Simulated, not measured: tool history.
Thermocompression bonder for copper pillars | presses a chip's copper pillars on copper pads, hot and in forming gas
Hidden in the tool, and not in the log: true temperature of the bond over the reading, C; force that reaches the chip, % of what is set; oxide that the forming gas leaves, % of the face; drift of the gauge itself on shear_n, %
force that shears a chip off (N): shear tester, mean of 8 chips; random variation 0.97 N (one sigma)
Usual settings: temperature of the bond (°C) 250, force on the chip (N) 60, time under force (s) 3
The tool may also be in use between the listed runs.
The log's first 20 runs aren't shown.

run	hour	temperature of the bond (°C)	force on the chip (N)	time under force (s)	hours of work since the heater was calibrated	hours of work since the force cell was calibrated	hours of work since the gas filter was changed	force that shears a chip off (N)
21	362.3	233	87	3	570	370	118	75.1
# hour 376.1: forming gas filter changed
22	376.1	244	39	2	579	379	0	50.2
23	400.5	269	60	3	596	395	17	88.7
24	418.8	269	60	3	608	408	29	89.6
25	440.4	226	82	3	623	422	44	66.6
26	456.7	226	82	3	634	433	55	65.4
27	467.4	256	60	3	641	440	62	81.7
28	481.5	256	60	3	650	450	71	79.5
# hour 487.4: heater calibrated with a thermocouple chip
29	508.4	260	88	7	14	467	88	113.9
30	525.2	266	49	6	26	478	100	102.6
31	547.8	266	49	6	41	494	115	101.4
32	564.6	266	49	6	52	505	126	98.4
# hour 566.7: forming gas filter changed
33	590.6	268	60	2	70	522	16	88.2
34	603.5	268	60	2	78	531	25	86.7
35	617.3	268	60	2	88	540	34	86.8
36	634.2	254	60	3	99	552	46	85.8
37	647.3	272	43	2	108	561	55	78.1
38	666.9	243	47	3	121	574	68	68.5
39	681.0	240	81	3	131	584	77	85.9

Forecast each of these 5 alternatives for the next run:
A	693.3	250	39	2	139	592	86	?
B	693.3	264	43	3	139	592	86	?
C	693.3	267	42	7	139	592	86	?
D	693.3	250	39	7	139	592	86	?
E	693.3	257	56	5	139	592	86	?

run	force that shears a chip off (N)
A	60.5
B	80.9
C	99.5
D	87.1
E	96.4
Without the tool's hidden state the same runs would have given:
run	force that shears a chip off (N)
A	61.7
B	82.6
C	101.6
D	88.9
E	98.4
